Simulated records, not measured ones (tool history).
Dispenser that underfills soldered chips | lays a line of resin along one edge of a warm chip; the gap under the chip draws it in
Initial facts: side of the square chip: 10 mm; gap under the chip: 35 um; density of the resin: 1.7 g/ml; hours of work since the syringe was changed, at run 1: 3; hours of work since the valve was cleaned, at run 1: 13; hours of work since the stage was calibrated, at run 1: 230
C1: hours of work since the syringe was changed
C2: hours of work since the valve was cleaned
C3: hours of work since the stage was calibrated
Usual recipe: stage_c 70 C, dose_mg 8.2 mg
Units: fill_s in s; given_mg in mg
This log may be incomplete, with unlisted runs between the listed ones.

run 1 hour=0 | stage_c=70 dose_mg=8.2 | C1=3 C2=13 C3=230 | fill_s=89.5 given_mg=8.2
-- hour=9 new syringe of resin
run 2 hour=14.2 | stage_c=70 dose_mg=8.2 | C1=4 C2=23 C3=241 | fill_s=99.4 given_mg=8.06
-- hour=22.3 new syringe of resin
run 3 hour=26.2 | stage_c=70 dose_mg=10.28 | C1=3 C2=33 C3=250 | fill_s=88.5 given_mg=10.07
-- hour=35.4 new syringe of resin
run 4 hour=36.8 | stage_c=70 dose_mg=10.28 | C1=1 C2=41 C3=258 | fill_s=77.3 given_mg=10
-- hour=48 new syringe of resin
-- hour=53.4 dispensing valve cleaned and set on the balance
run 5 hour=53.4 | stage_c=69 dose_mg=8.2 | C1=3 C2=0 C3=270 | fill_s=99.3 given_mg=8.14
-- hour=61.6 new syringe of resin
run 6 hour=62.9 | stage_c=70 dose_mg=8.2 | C1=1 C2=7 C3=277 | fill_s=78.6 given_mg=8.16
run 7 hour=69.9 | stage_c=70 dose_mg=8.2 | C1=6 C2=13 C3=283 | fill_s=118.5 given_mg=8.11
-- hour=74.6 new syringe of resin
run 8 hour=81.3 | stage_c=70 dose_mg=8.2 | C1=5 C2=21 C3=291 | fill_s=110 given_mg=8.07
-- hour=88.3 new syringe of resin
run 9 hour=92.1 | stage_c=70 dose_mg=8.2 | C1=3 C2=30 C3=300 | fill_s=93.5 given_mg=8.14
-- hour=101.6 new syringe of resin
run 10 hour=107.9 | stage_c=70 dose_mg=8.2 | C1=5 C2=42 C3=312 | fill_s=107.5 given_mg=8.03
-- hour=114.5 new syringe of resin
-- hour=118.3 stage's temperature calibrated
run 11 hour=121.5 | stage_c=70 dose_mg=8.2 | C1=5 C2=51 C3=2 | fill_s=96.4 given_mg=7.85
-- hour=124.6 dispensing valve cleaned and set on the balance
-- hour=129.5 new syringe of resin
run 12 hour=131.3 | stage_c=67 dose_mg=8.2 | C1=1 C2=5 C3=9 | fill_s=89 given_mg=8.21
-- hour=142.4 new syringe of resin
run 13 hour=144.8 | stage_c=67 dose_mg=8.2 | C1=2 C2=15 C3=20 | fill_s=89 given_mg=8.21
run 14 hour=153.1 | stage_c=67 dose_mg=8.2 | C1=8 C2=22 C3=26 | fill_s=142.2 given_mg=8.1
-- hour=155.6 new syringe of resin
run 15 hour=161.9 | stage_c=67 dose_mg=8.2 | C1=5 C2=28 C3=33 | fill_s=110.1 given_mg=7.99
-- hour=168.7 new syringe of resin
run 16 hour=173 | stage_c=67 dose_mg=8.2 | C1=3 C2=37 C3=41 | fill_s=102 given_mg=8
run 17 hour=180.5 | stage_c=67 dose_mg=8.2 | C1=9 C2=43 C3=47 | fill_s=156.3 given_mg=8.02
-- hour=181.7 new syringe of resin
run 18 hour=188.1 | stage_c=67 dose_mg=8.2 | C1=5 C2=49 C3=53 | fill_s=115.6 given_mg=8.03
-- hour=194.2 dispensing valve cleaned and set on the balance
-- hour=195.9 new syringe of resin
run 19 hour=195.9 | stage_c=59 dose_mg=9.64 | C1=0 C2=1 C3=58 | fill_s=112.7 given_mg=9.6
-- hour=208.6 new syringe of resin
run 20 hour=209.2 | stage_c=61 dose_mg=9.64 | C1=0 C2=11 C3=68 | fill_s=107 given_mg=9.58
-- hour=221.1 new syringe of resin
run 21 hour=223.7 | stage_c=61 dose_mg=9.64 | C1=2 C2=22 C3=79 | fill_s=119.8 given_mg=9.53
-- hour=234.5 new syringe of resin
run 22 hour=238.1 | stage_c=58 dose_mg=10.39 | C1=3 C2=33 C3=90 | fill_s=146.6 given_mg=10.13
run 23 hour=246.5 | stage_c=66 dose_mg=9.09 | C1=9 C2=40 C3=97 | fill_s=165.7 given_mg=8.9
-- hour=247.9 new syringe of resin
run 24 hour=255.1 | stage_c=71 dose_mg=7.56 | C1=6 C2=47 C3=103 | fill_s=104.7 given_mg=7.3
-- hour=260.4 new syringe of resin
-- hour=264.3 dispensing valve cleaned and set on the balance
run 25 hour=264.3 | stage_c=71 dose_mg=7.56 | C1=2 C2=0 C3=109 | fill_s=80.6 given_mg=7.53
run 26 hour=273.5 | stage_c=71 dose_mg=7.56 | C1=9 C2=7 C3=117 | fill_s=135.9 given_mg=7.48
-- hour=274.8 new syringe of resin
run 27 hour=284.9 | stage_c=84 dose_mg=9.38 | C1=8 C2=16 C3=125 | fill_s=65.1 given_mg=9.29
-- hour=287.4 new syringe of resin
run 28 hour=294.6 | stage_c=84 dose_mg=9.38 | C1=6 C2=23 C3=133 | fill_s=57 given_mg=9.18
-- hour=300.6 new syringe of resin
run 29 hour=303.2 | stage_c=56 dose_mg=7.99 | C1=2 C2=30 C3=139 | fill_s=166 given_mg=7.87
-- hour=313.4 new syringe of resin
run 30 hour=317.7 | stage_c=78 dose_mg=8.99 | C1=3 C2=41 C3=150 | fill_s=60.5 given_mg=8.76
-- hour=326.5 new syringe of resin
run 31 hour=326.9 | stage_c=62 dose_mg=7.51 | C1=0 C2=48 C3=157 | fill_s=111.2 given_mg=7.24
-- hour=334.3 dispensing valve cleaned and set on the balance
run 32 hour=334.3 | stage_c=62 dose_mg=7.51 | C1=5 C2=0 C3=162 | fill_s=162.1 given_mg=7.48
-- hour=340 new syringe of resin
run 33 hour=347.9 | stage_c=64 dose_mg=8.79 | C1=6 C2=10 C3=173 | fill_s=143.1 given_mg=8.79
-- hour=353.3 new syringe of resin
run 34 hour=358.2 | stage_c=64 dose_mg=8.79 | C1=4 C2=18 C3=181 | fill_s=122.4 given_mg=8.72

Below are 3 alternative next runs, each starting from the tool's condition after run 34. Predict each:
-- hour=366.4 new syringe of resin
run A hour=369.6 | stage_c=71 dose_mg=8.2 | C1=2 C2=27 C3=189 | fill_s=? given_mg=?
-- hour=366.4 new syringe of resin
run B hour=369.6 | stage_c=62 dose_mg=9.32 | C1=2 C2=27 C3=189 | fill_s=? given_mg=?
-- hour=366.4 new syringe of resin
run C hour=369.6 | stage_c=70 dose_mg=8.87 | C1=2 C2=27 C3=189 | fill_s=? given_mg=?

run=A fill_s=85.9 given_mg=8.02
run=B fill_s=123.9 given_mg=9.25
run=C fill_s=86.5 given_mg=8.71
Without the tool's hidden state the same runs would have given:
run=A fill_s=67.2 given_mg=8.16
run=B fill_s=96.5 given_mg=9.4
run=C fill_s=67.5 given_mg=8.86
